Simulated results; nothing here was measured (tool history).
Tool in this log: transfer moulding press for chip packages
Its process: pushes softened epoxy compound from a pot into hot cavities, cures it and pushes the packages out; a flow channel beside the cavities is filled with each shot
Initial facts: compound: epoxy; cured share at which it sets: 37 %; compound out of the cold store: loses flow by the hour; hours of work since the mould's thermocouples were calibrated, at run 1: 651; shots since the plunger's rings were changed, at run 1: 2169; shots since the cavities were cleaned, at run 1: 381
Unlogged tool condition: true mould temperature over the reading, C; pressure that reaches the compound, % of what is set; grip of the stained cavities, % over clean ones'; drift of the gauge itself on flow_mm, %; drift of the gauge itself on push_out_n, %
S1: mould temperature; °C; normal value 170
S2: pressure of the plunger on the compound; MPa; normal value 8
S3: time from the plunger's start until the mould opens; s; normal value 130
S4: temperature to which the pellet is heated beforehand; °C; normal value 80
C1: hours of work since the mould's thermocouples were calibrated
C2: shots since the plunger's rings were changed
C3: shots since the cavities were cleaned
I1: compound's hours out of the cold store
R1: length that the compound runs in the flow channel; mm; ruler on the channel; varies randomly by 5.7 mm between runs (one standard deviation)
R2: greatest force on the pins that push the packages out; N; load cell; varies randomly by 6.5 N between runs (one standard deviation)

{"run": 1, "hour": 0.0, "S1": 170, "S2": 8, "S3": 130, "S4": 80, "C1": 651, "C2": 2169, "C3": 381, "I1": 10.7, "R1": 597, "R2": 380}
{"hour": 17.0, "done": "cavities cleaned with cleaning compound and waxed"}
{"run": 2, "hour": 40.0, "S1": 170, "S2": 8, "S3": 130, "S4": 82, "C1": 681, "C2": 2623, "C3": 271, "I1": 16.2, "R1": 583, "R2": 347}
{"run": 3, "hour": 59.9, "S1": 170, "S2": 8, "S3": 130, "S4": 82, "C1": 697, "C2": 2857, "C3": 505, "I1": 18.5, "R1": 588, "R2": 417}
{"hour": 67.3, "done": "cavities cleaned with cleaning compound and waxed"}
{"run": 4, "hour": 87.5, "S1": 170, "S2": 8, "S3": 130, "S4": 82, "C1": 718, "C2": 3165, "C3": 238, "I1": 43.5, "R1": 531, "R2": 340}
{"hour": 115.6, "done": "cavities cleaned with cleaning compound and waxed"}
{"run": 5, "hour": 116.1, "S1": 170, "S2": 8, "S3": 130, "S4": 82, "C1": 739, "C2": 3484, "C3": 6, "I1": 34.1, "R1": 555, "R2": 253}
{"run": 6, "hour": 135.9, "S1": 170, "S2": 8, "S3": 130, "S4": 82, "C1": 755, "C2": 3717, "C3": 239, "I1": 26.6, "R1": 571, "R2": 333}
{"hour": 166.0, "done": "cavities cleaned with cleaning compound and waxed"}
{"run": 7, "hour": 175.2, "S1": 170, "S2": 8, "S3": 130, "S4": 82, "C1": 785, "C2": 4162, "C3": 109, "I1": 44.6, "R1": 532, "R2": 291}
{"run": 8, "hour": 201.5, "S1": 170, "S2": 8, "S3": 130, "S4": 82, "C1": 806, "C2": 4472, "C3": 419, "I1": 13, "R1": 579, "R2": 375}
{"hour": 215.2, "done": "cavities cleaned with cleaning compound and waxed"}
{"run": 9, "hour": 228.3, "S1": 170, "S2": 8, "S3": 130, "S4": 82, "C1": 826, "C2": 4770, "C3": 154, "I1": 34.5, "R1": 537, "R2": 305}
{"hour": 258.4, "done": "plunger's sealing rings changed"}
{"run": 10, "hour": 258.6, "S1": 170, "S2": 6.19, "S3": 130, "S4": 80, "C1": 848, "C2": 2, "C3": 481, "I1": 17.7, "R1": 524, "R2": 404}
{"hour": 268.9, "done": "cavities cleaned with cleaning compound and waxed"}
{"hour": 291.9, "done": "mould's thermocouples calibrated"}
{"run": 11, "hour": 292.8, "S1": 170, "S2": 8.76, "S3": 130, "S4": 80, "C1": 1, "C2": 365, "C3": 258, "I1": 24.5, "R1": 632, "R2": 364}
{"hour": 320.7, "done": "cavities cleaned with cleaning compound and waxed"}
{"run": 12, "hour": 326.7, "S1": 170, "S2": 8.76, "S3": 130, "S4": 80, "C1": 26, "C2": 746, "C3": 71, "I1": 18, "R1": 633, "R2": 282}
{"run": 13, "hour": 357.8, "S1": 175, "S2": 7.92, "S3": 113, "S4": 79, "C1": 51, "C2": 1112, "C3": 437, "I1": 46.4, "R1": 533, "R2": 389}
{"hour": 369.2, "done": "cavities cleaned with cleaning compound and waxed"}
{"run": 14, "hour": 388.5, "S1": 170, "S2": 7.55, "S3": 126, "S4": 80, "C1": 74, "C2": 1456, "C3": 227, "I1": 29.2, "R1": 563, "R2": 372}
{"hour": 418.4, "done": "cavities cleaned with cleaning compound and waxed"}
{"run": 15, "hour": 429.6, "S1": 170, "S2": 7.55, "S3": 126, "S4": 80, "C1": 106, "C2": 1923, "C3": 132, "I1": 11.5, "R1": 588, "R2": 331}
{"run": 16, "hour": 449.7, "S1": 170, "S2": 8, "S3": 130, "S4": 75, "C1": 122, "C2": 2160, "C3": 369, "I1": 46, "R1": 549, "R2": 379}
{"hour": 468.4, "done": "cavities cleaned with cleaning compound and waxed"}
{"run": 17, "hour": 484.5, "S1": 170, "S2": 8, "S3": 130, "S4": 75, "C1": 148, "C2": 2552, "C3": 190, "I1": 47.5, "R1": 543, "R2": 335}
{"hour": 516.6, "done": "cavities cleaned with cleaning compound and waxed"}
{"run": 18, "hour": 522.1, "S1": 170, "S2": 8, "S3": 130, "S4": 75, "C1": 177, "C2": 2977, "C3": 64, "I1": 35.2, "R1": 552, "R2": 286}
{"run": 19, "hour": 547.7, "S1": 170, "S2": 8.9, "S3": 143, "S4": 77, "C1": 197, "C2": 3279, "C3": 366, "I1": 10.4, "R1": 636, "R2": 366}
{"hour": 566.0, "done": "cavities cleaned with cleaning compound and waxed"}
{"run": 20, "hour": 584.9, "S1": 170, "S2": 8.9, "S3": 143, "S4": 77, "C1": 225, "C2": 3699, "C3": 223, "I1": 12.4, "R1": 635, "R2": 333}
{"hour": 616.3, "done": "cavities cleaned with cleaning compound and waxed"}
{"run": 21, "hour": 623.4, "S1": 170, "S2": 8.9, "S3": 143, "S4": 77, "C1": 254, "C2": 4135, "C3": 84, "I1": 40.7, "R1": 555, "R2": 274}
{"run": 22, "hour": 645.4, "S1": 170, "S2": 8.68, "S3": 130, "S4": 72, "C1": 272, "C2": 4394, "C3": 343, "I1": 43.3, "R1": 559, "R2": 387}

Each row is a separate what-if for the run after 22, all from the same tool condition, not one after another. Results?
{"hour": 664.7, "done": "cavities cleaned with cleaning compound and waxed"}
{"run": "A", "hour": 677.6, "S1": 170, "S2": 9.25, "S3": 130, "S4": 80, "C1": 296, "C2": 4756, "C3": 152, "I1": 38.3, "R1": "?", "R2": "?"}
{"hour": 664.7, "done": "cavities cleaned with cleaning compound and waxed"}
{"run": "B", "hour": 677.6, "S1": 166, "S2": 7.79, "S3": 130, "S4": 80, "C1": 296, "C2": 4756, "C3": 152, "I1": 38.3, "R1": "?", "R2": "?"}
{"hour": 664.7, "done": "cavities cleaned with cleaning compound and waxed"}
{"run": "C", "hour": 677.6, "S1": 170, "S2": 8, "S3": 130, "S4": 80, "C1": 296, "C2": 4756, "C3": 152, "I1": 44, "R1": "?", "R2": "?"}
{"hour": 664.7, "done": "cavities cleaned with cleaning compound and waxed"}
{"run": "D", "hour": 677.6, "S1": 170, "S2": 8.68, "S3": 130, "S4": 89, "C1": 296, "C2": 4756, "C3": 152, "I1": 42.6, "R1": "?", "R2": "?"}

run=A R1=578 R2=328
run=B R1=547 R2=373
run=C R1=529 R2=317
run=D R1=546 R2=314
The same runs, with their run-to-run variation unchanged, on a tool lacking any hidden condition would have given:
run=A R1=613 R2=258
run=B R1=581 R2=296
run=C R1=561 R2=249
run=D R1=580 R2=248
